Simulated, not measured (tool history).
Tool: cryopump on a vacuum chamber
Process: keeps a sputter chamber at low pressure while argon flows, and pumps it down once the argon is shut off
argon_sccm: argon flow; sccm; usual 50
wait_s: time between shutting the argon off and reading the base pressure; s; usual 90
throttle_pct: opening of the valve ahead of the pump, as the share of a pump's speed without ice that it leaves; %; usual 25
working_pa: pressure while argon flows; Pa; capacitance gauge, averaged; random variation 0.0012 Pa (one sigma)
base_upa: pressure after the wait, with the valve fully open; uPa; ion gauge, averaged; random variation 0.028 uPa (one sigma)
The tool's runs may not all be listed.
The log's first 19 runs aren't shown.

run   hour  argon_sccm  wait_s  throttle_pct  working_pa  base_upa
 20  197.7          97      90            25       0.552      1.73
 21  213.3          97      90            25      0.5501      1.73
 22  222.4          29      24            24      0.1726       4.7
 23  229.2          41      72            24      0.2438      2.06
 24  242.9          41     110            24      0.2441       1.6
 25  256.5          55      30            28      0.2804      3.83
 26  270.2          31      30            33      0.1344      3.84
 27  277.7          31      30            33      0.1334      3.86
 28  285.5          31      30            33      0.1335      4.05
 29  300.9          31      30            33      0.1357         4
 30  317.2          76      42            27      0.3992      3.07
 31  324.8          76      42            27      0.4002      3.08
 32    335          34     124            21      0.2311      1.48
 33  349.2          34     124            21      0.2288      1.49
 34  359.9          27      90            28      0.1365      1.73

4 ways to go on from here, each from the tool as it stands after run 34. What would each give?
  A   368          46      98            49           ?         ?
  B   368          50      45            25           ?         ?
  C   368          50      90            28           ?         ?
  D   368          50      90            52           ?         ?

run  working_pa  base_upa
  A      0.1353      1.69
  B      0.2862      2.88
  C      0.2564      1.81
  D      0.1386      1.84
Without the tool's hidden state the same runs would have given:
run  working_pa  base_upa
  A      0.1325      1.23
  B      0.2831      2.42
  C      0.2534      1.35
  D      0.1355      1.37

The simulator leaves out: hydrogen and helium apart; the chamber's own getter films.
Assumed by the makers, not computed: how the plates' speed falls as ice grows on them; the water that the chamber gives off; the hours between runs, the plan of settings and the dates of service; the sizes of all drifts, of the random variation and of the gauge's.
